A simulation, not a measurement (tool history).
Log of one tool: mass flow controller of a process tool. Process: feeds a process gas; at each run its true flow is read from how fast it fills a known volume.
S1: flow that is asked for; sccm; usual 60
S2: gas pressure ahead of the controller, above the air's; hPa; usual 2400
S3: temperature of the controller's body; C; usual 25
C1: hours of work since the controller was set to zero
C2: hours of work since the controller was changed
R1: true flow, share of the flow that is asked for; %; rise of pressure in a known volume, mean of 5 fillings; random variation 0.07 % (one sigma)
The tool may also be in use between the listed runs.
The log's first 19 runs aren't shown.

run	day	S1	S2	S3	C1	C2	R1
# day 279.758: gauge calibrated
20	280.933	98	1600	23	6727	6727	100.16
21	290.567	40	2290	23	6824	6824	98.79
22	303.704	40	2290	31	6955	6955	97.98
23	320.079	15	1660	31	7118	7118	98.00
24	329.688	31	1720	40	7214	7214	97.08
25	349.362	60	2300	21	7410	7410	99.79
26	368.217	19	1940	23	7599	7599	98.96
27	384.329	22	2140	37	7759	7759	97.28
28	395.412	22	2140	37	7870	7870	97.34
29	403.775	22	2140	37	7954	7954	97.48
30	417.442	21	2440	38	8090	8090	97.03
31	433.546	15	1810	30	8251	8251	98.28

Forecast each of these 3 alternatives for the next run:
A	450.950	49	2740	34	8424	8424	?
B	450.950	15	1810	21	8424	8424	?
C	450.950	34	2400	23	8424	8424	?

run	R1
A	98.11
B	99.42
C	99.24
Without the tool's hidden state the same runs would have given:
run	R1
A	97.52
B	98.78
C	98.64
